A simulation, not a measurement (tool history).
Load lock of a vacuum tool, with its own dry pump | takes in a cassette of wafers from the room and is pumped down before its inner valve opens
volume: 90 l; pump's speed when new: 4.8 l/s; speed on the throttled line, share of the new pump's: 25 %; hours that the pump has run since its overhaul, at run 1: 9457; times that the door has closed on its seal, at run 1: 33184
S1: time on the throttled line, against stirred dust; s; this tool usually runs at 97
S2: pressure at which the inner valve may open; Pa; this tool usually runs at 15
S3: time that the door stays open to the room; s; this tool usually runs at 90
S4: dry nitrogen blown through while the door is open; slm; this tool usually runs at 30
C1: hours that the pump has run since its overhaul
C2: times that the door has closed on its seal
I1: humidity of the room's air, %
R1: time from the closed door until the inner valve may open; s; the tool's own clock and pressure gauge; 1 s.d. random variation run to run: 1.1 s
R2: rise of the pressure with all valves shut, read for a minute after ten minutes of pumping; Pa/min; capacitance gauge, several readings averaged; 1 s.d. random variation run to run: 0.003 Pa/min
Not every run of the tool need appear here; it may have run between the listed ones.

| run | hour | S1 | S2 | S3 | S4 | C1 | C2 | I1 | R1 | R2 |
|---|---|---|---|---|---|---|---|---|---|---|
| 1 | 0 | 97 | 15 | 90 | 30 | 9457 | 33184 | 47.3 | 255.5 | 0.311 |
| 2 | 132.8 | 97 | 15 | 90 | 30 | 9590 | 33791 | 47.4 | 254.9 | 0.322 |
|  | 209 | door's seal changed, seat wiped |
| 3 | 261.6 | 97 | 15 | 90 | 30 | 9717 | 240 | 42.9 | 254.5 | 0.015 |
| 4 | 425.7 | 97 | 15 | 90 | 30 | 9881 | 989 | 43.4 | 255.4 | 0.021 |
| 5 | 602.5 | 97 | 15 | 90 | 30 | 10058 | 1797 | 46.7 | 253.6 | 0.02 |
| 6 | 804.6 | 97 | 15 | 90 | 30 | 10260 | 2719 | 42.8 | 254.6 | 0.027 |
| 7 | 978.9 | 97 | 15 | 90 | 30 | 10434 | 3515 | 42.9 | 256.8 | 0.023 |
| 8 | 1188.8 | 97 | 15 | 77 | 30 | 10644 | 4473 | 45.3 | 254.6 | 0.036 |
|  | 1417.8 | dry pump taken out, an overhauled one fitted |
| 9 | 1417.8 | 97 | 10 | 90 | 30 | 0 | 5491 | 45.9 | 242 | 0.038 |
| 10 | 1647.1 | 97 | 15 | 90 | 9 | 229 | 6538 | 44 | 236.8 | 0.058 |
| 11 | 1835.4 | 97 | 15 | 90 | 9 | 418 | 7398 | 48.1 | 236.2 | 0.074 |
| 12 | 2020.3 | 97 | 15 | 90 | 9 | 603 | 8242 | 48.2 | 237.1 | 0.075 |
| 13 | 2241.2 | 97 | 15 | 90 | 9 | 823 | 9251 | 44.5 | 236.6 | 0.075 |
| 14 | 2432.8 | 97 | 15 | 90 | 9 | 1015 | 10125 | 44.8 | 236.6 | 0.08 |
| 15 | 2664.9 | 50 | 15 | 90 | 30 | 1247 | 11185 | 45.6 | 202.4 | 0.066 |
| 16 | 2885.5 | 50 | 15 | 90 | 30 | 1468 | 12192 | 47 | 202.9 | 0.076 |
| 17 | 3056.7 | 50 | 15 | 90 | 30 | 1639 | 12974 | 47.5 | 202.6 | 0.083 |
| 18 | 3194 | 97 | 15 | 90 | 9 | 1776 | 13601 | 44.8 | 240.3 | 0.105 |
| 19 | 3435.3 | 97 | 15 | 90 | 30 | 2018 | 14703 | 44.1 | 241.4 | 0.092 |
| 20 | 3548.1 | 97 | 15 | 96 | 30 | 2130 | 15218 | 41.8 | 240.5 | 0.101 |
| 21 | 3695 | 97 | 15 | 192 | 30 | 2277 | 15889 | 42.8 | 237.3 | 0.118 |
| 22 | 3842.8 | 97 | 15 | 192 | 30 | 2425 | 16563 | 45.7 | 237 | 0.119 |
| 23 | 4053.3 | 75 | 13 | 68 | 4 | 2636 | 17524 | 43.2 | 225.5 | 0.141 |
| 24 | 4293.2 | 165 | 13 | 211 | 4 | 2875 | 18620 | 44.3 | 291.2 | 0.204 |
| 25 | 4534.8 | 97 | 15 | 39 | 30 | 3117 | 19723 | 45.7 | 238.8 | 0.134 |
| 26 | 4638.7 | 97 | 15 | 39 | 30 | 3221 | 20197 | 46.1 | 240.2 | 0.143 |
| 27 | 4795.8 | 97 | 11 | 88 | 18 | 3378 | 20914 | 44 | 244.3 | 0.157 |
| 28 | 4999.1 | 97 | 11 | 88 | 18 | 3581 | 21842 | 47.4 | 247.1 | 0.169 |
| 29 | 5099.4 | 97 | 11 | 88 | 18 | 3682 | 22300 | 47 | 248.3 | 0.179 |
| 30 | 5236.4 | 97 | 11 | 88 | 18 | 3819 | 22926 | 45.1 | 248 | 0.184 |
| 31 | 5454.6 | 97 | 11 | 88 | 18 | 4037 | 23922 | 46.9 | 248.9 | 0.193 |
| 32 | 5563.1 | 97 | 11 | 88 | 18 | 4145 | 24417 | 47.1 | 248.4 | 0.198 |
| 33 | 5750.3 | 97 | 11 | 88 | 18 | 4333 | 25272 | 46.9 | 246.4 | 0.216 |
| 34 | 5946 | 61 | 11 | 105 | 13 | 4528 | 26166 | 44.6 | 221.5 | 0.225 |
| 35 | 6081.3 | 61 | 11 | 105 | 13 | 4664 | 26784 | 44.2 | 223.8 | 0.236 |
| 36 | 6234.9 | 61 | 11 | 105 | 13 | 4817 | 27485 | 44.1 | 222.8 | 0.251 |
| 37 | 6377.4 | 61 | 11 | 105 | 10 | 4960 | 28135 | 44.9 | 222.4 | 0.264 |
| 38 | 6485 | 61 | 11 | 105 | 10 | 5067 | 28626 | 44.3 | 222.2 | 0.274 |

Alternative continuations, all from the tool just after run 38; predict every row:
| A | 6602.8 | 70 | 29 | 105 | 11 | 5185 | 29165 | 48.4 | ? | ? |
| B | 6602.8 | 97 | 15 | 90 | 7 | 5185 | 29165 | 44.5 | ? | ? |
| C | 6602.8 | 61 | 11 | 105 | 26 | 5185 | 29165 | 45.8 | ? | ? |

| run | R1 | R2 |
|---|---|---|
| A | 210.2 | 0.279 |
| B | 243.1 | 0.277 |
| C | 221.7 | 0.255 |
The same runs, with their run-to-run variation unchanged, on a tool lacking any hidden condition would have given:
| run | R1 | R2 |
|---|---|---|
| A | 205.6 | 0.042 |
| B | 238.3 | 0.044 |
| C | 216 | 0.018 |

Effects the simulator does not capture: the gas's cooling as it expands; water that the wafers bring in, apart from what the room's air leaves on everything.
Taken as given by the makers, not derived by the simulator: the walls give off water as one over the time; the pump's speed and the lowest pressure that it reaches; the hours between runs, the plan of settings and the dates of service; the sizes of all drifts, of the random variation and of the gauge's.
